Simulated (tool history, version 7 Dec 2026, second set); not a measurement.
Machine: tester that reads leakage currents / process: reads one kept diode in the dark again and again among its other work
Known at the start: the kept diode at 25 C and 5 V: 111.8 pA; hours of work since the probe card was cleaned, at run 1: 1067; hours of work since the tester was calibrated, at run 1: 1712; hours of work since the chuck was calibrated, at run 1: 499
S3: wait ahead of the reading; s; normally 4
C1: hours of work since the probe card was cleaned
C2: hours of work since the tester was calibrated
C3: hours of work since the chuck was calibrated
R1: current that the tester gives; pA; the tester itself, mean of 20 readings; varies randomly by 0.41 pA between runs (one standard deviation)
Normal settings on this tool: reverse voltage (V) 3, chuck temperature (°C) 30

{"run": 1, "day": 0.0, "reverse voltage (V)": 3, "chuck temperature (°C)": 30, "S3": 4, "C1": 1067, "C2": 1712, "C3": 499, "R1": 132.25}
{"run": 2, "day": 3.508, "reverse voltage (V)": 3, "chuck temperature (°C)": 30, "S3": 4, "C1": 1131, "C2": 1776, "C3": 562, "R1": 131.18}
{"run": 3, "day": 6.083, "reverse voltage (V)": 3, "chuck temperature (°C)": 40, "S3": 4, "C1": 1177, "C2": 1822, "C3": 609, "R1": 306.82}
{"run": 4, "day": 8.588, "reverse voltage (V)": 3, "chuck temperature (°C)": 30, "S3": 4, "C1": 1222, "C2": 1868, "C3": 654, "R1": 131.54}
{"run": 5, "day": 11.496, "reverse voltage (V)": 3, "chuck temperature (°C)": 30, "S3": 4, "C1": 1275, "C2": 1920, "C3": 707, "R1": 130.59}
{"day": 13.538, "done": "probe card cleaned and baked"}
{"run": 6, "day": 13.554, "reverse voltage (V)": 3, "chuck temperature (°C)": 30, "S3": 4, "C1": 0, "C2": 1955, "C3": 742, "R1": 129.85}
{"run": 7, "day": 17.158, "reverse voltage (V)": 3, "chuck temperature (°C)": 30, "S3": 0.92, "C1": 66, "C2": 2021, "C3": 807, "R1": 129.54}
{"run": 8, "day": 20.629, "reverse voltage (V)": 3, "chuck temperature (°C)": 30, "S3": 0.92, "C1": 128, "C2": 2083, "C3": 870, "R1": 128.67}
{"run": 9, "day": 23.671, "reverse voltage (V)": 3, "chuck temperature (°C)": 30, "S3": 0.92, "C1": 183, "C2": 2138, "C3": 925, "R1": 128.83}
{"run": 10, "day": 27.346, "reverse voltage (V)": 3, "chuck temperature (°C)": 30, "S3": 0.92, "C1": 250, "C2": 2205, "C3": 991, "R1": 128.49}
{"run": 11, "day": 29.012, "reverse voltage (V)": 3, "chuck temperature (°C)": 46, "S3": 4, "C1": 280, "C2": 2235, "C3": 1021, "R1": 489.95}
{"run": 12, "day": 31.567, "reverse voltage (V)": 3, "chuck temperature (°C)": 30, "S3": 4, "C1": 326, "C2": 2281, "C3": 1068, "R1": 127.26}
{"run": 13, "day": 34.971, "reverse voltage (V)": 3, "chuck temperature (°C)": 30, "S3": 4, "C1": 388, "C2": 2343, "C3": 1129, "R1": 125.96}
{"run": 14, "day": 37.367, "reverse voltage (V)": 3, "chuck temperature (°C)": 30, "S3": 4, "C1": 431, "C2": 2386, "C3": 1173, "R1": 126.55}
{"run": 15, "day": 39.608, "reverse voltage (V)": 3, "chuck temperature (°C)": 30, "S3": 4, "C1": 472, "C2": 2427, "C3": 1213, "R1": 125.79}
{"run": 16, "day": 42.529, "reverse voltage (V)": 3, "chuck temperature (°C)": 30, "S3": 0.95, "C1": 524, "C2": 2480, "C3": 1266, "R1": 126.03}
{"run": 17, "day": 46.033, "reverse voltage (V)": 3, "chuck temperature (°C)": 30, "S3": 0.95, "C1": 588, "C2": 2543, "C3": 1329, "R1": 125.62}
{"run": 18, "day": 47.592, "reverse voltage (V)": 3, "chuck temperature (°C)": 30, "S3": 4, "C1": 616, "C2": 2571, "C3": 1357, "R1": 123.8}
{"day": 47.962, "done": "chuck's temperature calibrated"}
{"run": 19, "day": 51.158, "reverse voltage (V)": 3, "chuck temperature (°C)": 30, "S3": 4, "C1": 679, "C2": 2634, "C3": 58, "R1": 122.67}
{"run": 20, "day": 52.788, "reverse voltage (V)": 3, "chuck temperature (°C)": 30, "S3": 4, "C1": 709, "C2": 2664, "C3": 87, "R1": 123.46}
{"run": 21, "day": 56.65, "reverse voltage (V)": 3, "chuck temperature (°C)": 30, "S3": 3.74, "C1": 778, "C2": 2733, "C3": 157, "R1": 123.31}
{"run": 22, "day": 59.392, "reverse voltage (V)": 3, "chuck temperature (°C)": 26, "S3": 4, "C1": 828, "C2": 2783, "C3": 207, "R1": 85.53}
{"run": 23, "day": 61.65, "reverse voltage (V)": 6.23, "chuck temperature (°C)": 27, "S3": 6.61, "C1": 869, "C2": 2824, "C3": 248, "R1": 134.83}
{"run": 24, "day": 64.179, "reverse voltage (V)": 3, "chuck temperature (°C)": 41, "S3": 6.23, "C1": 915, "C2": 2870, "C3": 293, "R1": 309.12}
{"run": 25, "day": 66.842, "reverse voltage (V)": 3, "chuck temperature (°C)": 41, "S3": 6.23, "C1": 963, "C2": 2918, "C3": 342, "R1": 309.57}
{"run": 26, "day": 69.646, "reverse voltage (V)": 3, "chuck temperature (°C)": 41, "S3": 6.23, "C1": 1014, "C2": 2969, "C3": 392, "R1": 309.45}
{"day": 70.921, "done": "chuck's temperature calibrated, once more"}
{"run": 27, "day": 73.325, "reverse voltage (V)": 3, "chuck temperature (°C)": 41, "S3": 6.23, "C1": 1079, "C2": 3034, "C3": 44, "R1": 336.1}
{"run": 28, "day": 77.15, "reverse voltage (V)": 3, "chuck temperature (°C)": 38, "S3": 6.23, "C1": 1148, "C2": 3103, "C3": 113, "R1": 260.72}
{"run": 29, "day": 78.967, "reverse voltage (V)": 8.52, "chuck temperature (°C)": 30, "S3": 3.28, "C1": 1181, "C2": 3136, "C3": 146, "R1": 221.34}
{"run": 30, "day": 82.704, "reverse voltage (V)": 3.9, "chuck temperature (°C)": 48, "S3": 0.59, "C1": 1248, "C2": 3203, "C3": 213, "R1": 661.31}
{"run": 31, "day": 85.254, "reverse voltage (V)": 10.52, "chuck temperature (°C)": 56, "S3": 0.3, "C1": 1294, "C2": 3249, "C3": 259, "R1": 2006.63}

What does the tool deliver on the next run?
{"day": 86.442, "done": "probe card cleaned and baked"}
{"run": 32, "day": 87.496, "reverse voltage (V)": 7.52, "chuck temperature (°C)": 37, "S3": 0.62, "C1": 19, "C2": 3288, "C3": 298, "R1": "?"}

R1: 375.26 pA
The same run, on a tool lacking any hidden state, would have yielded R1 394.13 pA.

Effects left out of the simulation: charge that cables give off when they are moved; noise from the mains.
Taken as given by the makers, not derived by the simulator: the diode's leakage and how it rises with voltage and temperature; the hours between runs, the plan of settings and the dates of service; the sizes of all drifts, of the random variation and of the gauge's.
